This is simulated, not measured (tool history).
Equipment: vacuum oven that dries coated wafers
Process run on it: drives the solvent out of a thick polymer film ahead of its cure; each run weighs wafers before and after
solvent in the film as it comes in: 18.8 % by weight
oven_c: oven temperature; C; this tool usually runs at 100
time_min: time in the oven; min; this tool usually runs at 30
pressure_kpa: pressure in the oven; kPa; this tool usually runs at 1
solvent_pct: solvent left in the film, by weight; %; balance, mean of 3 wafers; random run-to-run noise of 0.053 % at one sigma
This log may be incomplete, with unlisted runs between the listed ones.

run     day  oven_c  time_min  pressure_kpa  solvent_pct
  1       0     100        30             1         1.55
  2   2.412     100        30             1         1.59
  3   6.525     115        30             1         0.65
  4  10.442     105        30             1         1.17
  5  13.804     100        30             1         1.59
  6  17.442     103        30             1         1.38
  7  21.004     103        30             1         1.18
  8  25.304     100        30             1         1.44
  9  28.038     100        30             1         1.32
 10  31.725     100        30             1         1.29
 11  33.954     100        25             1         1.69
 12  38.771     100        25             1         1.68
 13  42.025     115        25             1         0.68
 14  46.738      88        27          0.87         4.61
 15  49.408      93        15           0.8         6.15
 16  52.396     100        44          2.26         2.57
 17  56.367     111        20          2.26         2.36
 18  58.862     111        20          2.26         2.39
 19  62.996     100        16          1.51         4.74
 20  65.954     100        17          0.85         3.87
 21  68.383     100        33          1.31         2.18
 22  73.429     100        27          0.83         2.14
 23  76.808      95        27          2.96         5.03

Put back what was entered between runs (2 entries, withheld): which listed runs does each sit between, and how does the hidden state differ from the listed run before to the listed run after?
From run 7 to run 8: oven's thermocouples calibrated (day 24.025)
  true wafer temperature over the reading, C: 3.49 -> 5.61; true pressure over the reading, kPa: 0.275 -> 0.289
  measured minus no-state result, solvent_pct: -0.12 -> -0.38 %
From run 13 to run 14: oven's thermocouples calibrated, once more (day 45.725)
  true wafer temperature over the reading, C: 6.02 -> -0.01; true pressure over the reading, kPa: 0.343 -> 0.359
  measured minus no-state result, solvent_pct: -0.09 -> +0.41 %
